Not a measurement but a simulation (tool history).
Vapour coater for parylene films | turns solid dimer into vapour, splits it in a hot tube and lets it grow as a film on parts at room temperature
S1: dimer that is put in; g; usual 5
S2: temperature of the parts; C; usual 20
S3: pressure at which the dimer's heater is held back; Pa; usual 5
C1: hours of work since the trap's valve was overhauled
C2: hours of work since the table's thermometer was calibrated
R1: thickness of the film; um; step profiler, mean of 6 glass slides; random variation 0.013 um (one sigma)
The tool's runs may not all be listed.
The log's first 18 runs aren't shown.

run	day	S1	S2	S3	C1	C2	R1
19	8.9	5	20	5	66	567	1.48
20	9.158	5	20	5	71	572	1.48
# day 9.567: trap's valve overhauled, once more
21	9.754	5	20	5	4	581	1.71
22	10.154	5	20	5	12	589	1.71
23	10.538	5	20	5	20	597	1.71
24	11.175	5	20	2.95	34	611	1.85
25	11.55	5	20	2.95	42	619	1.86
26	11.833	5	20	4.3	47	625	1.74
27	12.421	5	20	4.3	60	637	1.72

Run 28 comes next. What will it give?
28	12.796	5	20	4.3	68	645	?

R1: 1.72 um
Without the tool's hidden state the same run would have given R1 1.78 um.

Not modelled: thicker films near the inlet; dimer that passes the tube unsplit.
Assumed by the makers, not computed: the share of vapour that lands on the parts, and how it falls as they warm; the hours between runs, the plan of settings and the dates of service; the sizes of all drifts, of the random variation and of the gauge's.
